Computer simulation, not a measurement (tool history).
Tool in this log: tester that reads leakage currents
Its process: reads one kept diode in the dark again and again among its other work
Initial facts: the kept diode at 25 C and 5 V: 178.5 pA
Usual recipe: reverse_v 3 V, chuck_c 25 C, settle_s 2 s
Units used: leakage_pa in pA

run	hour	reverse_v	chuck_c	settle_s	leakage_pa
1	0	3	25	2	145.61
2	28.1	3	25	1.27	146.93
3	63.1	8.99	25	2	218.73
4	97.7	3	25	2	145.68
5	129.5	3	25	2	146.25
6	156.8	3	24	2	133.89
7	174.3	3	25	2	144.56
8	194.2	3	25	2	146.02
9	232.6	3	49	2	935.05
10	263.7	3	49	2	939.53
11	283	4.07	38	1.42	459.95
12	305.8	1.29	25	2	107.2
13	342.8	19.93	21	2	209.93
14	375.3	4.06	52	2	1291.53
15	412.5	8.54	24	2	194.1
16	437.2	8.54	24	2	194.93
17	466.4	3	25	6.14	144.28
18	493.6	9.56	33	2.24	418.02
19	517.2	3	24	2	132.76

Alternative continuations, all from the tool just after run 19; predict every row:
A	533.6	10.58	34	3.03	?
B	533.6	3.08	24	0.55	?
C	533.6	3	46	2	?

run	leakage_pa
A	469.65
B	136.39
C	752.67
Without the tool's hidden state the same runs would have given:
run	leakage_pa
A	485.22
B	141.19
C	781.31

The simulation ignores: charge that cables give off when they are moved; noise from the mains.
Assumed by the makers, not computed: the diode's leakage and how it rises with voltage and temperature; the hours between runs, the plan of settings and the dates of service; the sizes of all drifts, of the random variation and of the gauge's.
